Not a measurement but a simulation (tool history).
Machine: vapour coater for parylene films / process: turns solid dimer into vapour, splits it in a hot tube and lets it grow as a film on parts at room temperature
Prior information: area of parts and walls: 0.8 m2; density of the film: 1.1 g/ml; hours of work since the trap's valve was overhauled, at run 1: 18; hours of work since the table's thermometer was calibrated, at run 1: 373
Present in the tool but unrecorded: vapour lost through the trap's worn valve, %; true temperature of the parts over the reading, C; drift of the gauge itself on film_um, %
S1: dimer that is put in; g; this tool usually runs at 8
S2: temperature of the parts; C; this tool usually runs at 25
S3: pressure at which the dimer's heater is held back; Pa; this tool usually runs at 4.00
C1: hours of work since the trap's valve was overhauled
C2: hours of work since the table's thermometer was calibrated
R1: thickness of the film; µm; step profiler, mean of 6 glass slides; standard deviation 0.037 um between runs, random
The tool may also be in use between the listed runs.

run,hour,S1,S2,S3,C1,C2,R1
1,0.0,8,25,4.00,18,373,7.19
2,18.5,8,19,4.00,35,389,7.95
3,46.2,8,19,4.00,60,414,7.88
4,60.6,8,19,4.00,73,427,7.89
5,72.6,8,19,4.00,83,437,7.86
6,93.3,8,19,4.00,102,456,7.94
7,105.4,8,19,4.00,112,466,7.82
8,124.9,8,25,4.00,130,484,7.16
9,141.3,8,25,4.00,144,499,7.09
10,158.9,8,25,4.00,160,514,7.10
11,172.7,8,25,4.00,172,527,7.04
12,193.6,8,25,4.00,191,545,7.00
13,212.9,8,25,4.00,208,562,7.01
14,233.7,8,37,4.00,227,581,5.75
15,253.0,8,37,4.00,244,598,5.73
16,272.7,8,25,4.00,262,616,6.99
17,288.3,6,25,4.00,275,630,5.15
18,312.5,3,25,4.00,297,651,2.59
19,338.7,3,25,4.00,320,674,2.55
20,364.8,3,25,4.00,344,698,2.53
# hour 370.3: trap's valve overhauled
21,387.2,3,25,4.00,15,714,2.49
22,405.3,14,25,4.00,31,730,11.54
23,425.1,4,25,4.00,49,748,3.32
# hour 433.0: trap's valve overhauled, once more
24,442.6,4,25,4.00,9,760,3.63
25,470.9,3,25,4.53,34,785,2.66
26,494.0,3,21,4.53,54,806,2.79
27,513.5,5,34,3.94,72,823,3.82
28,541.2,8,18,10.54,96,848,6.91
29,556.8,8,18,10.54,110,862,6.90
30,584.1,3,19,8.66,135,886,2.62
31,600.8,8,19,4.00,150,901,7.72
32,625.6,11,19,2.25,172,923,11.56
33,646.5,4,29,2.56,190,942,3.45
# hour 650.1: table's thermometer calibrated
34,673.1,9,18,11.52,213,21,7.74
35,694.0,5,35,2.71,232,39,3.98
36,710.6,5,35,2.71,247,54,3.92
37,733.7,5,35,2.71,267,75,3.94
38,757.2,5,35,2.71,288,96,3.90
39,781.6,7,28,4.00,310,117,5.81
40,803.5,9,35,9.24,329,137,5.93
41,825.2,4,23,2.74,349,156,3.74
42,852.7,4,23,2.74,373,181,3.75
43,870.3,4,20,2.24,389,196,4.06
44,882.2,5,37,3.77,400,207,3.54
45,909.5,5,35,10.77,424,231,3.14
46,938.3,8,25,3.25,450,257,6.89

Each row is a separate what-if for the run after 46, all from the same tool condition, not one after another. Results?
A,958.8,5,25,9.15,468,275,?
B,958.8,5,31,5.64,468,275,?
C,958.8,8,25,2.47,468,275,?
D,958.8,8,32,4.00,468,275,?
E,958.8,4,25,5.41,468,275,?

run,R1
A,3.78
B,3.67
C,7.24
D,6.04
E,3.21
With no hidden state in the tool, these same runs would have given:
run,R1
A,4.11
B,3.99
C,7.87
D,6.56
E,3.49
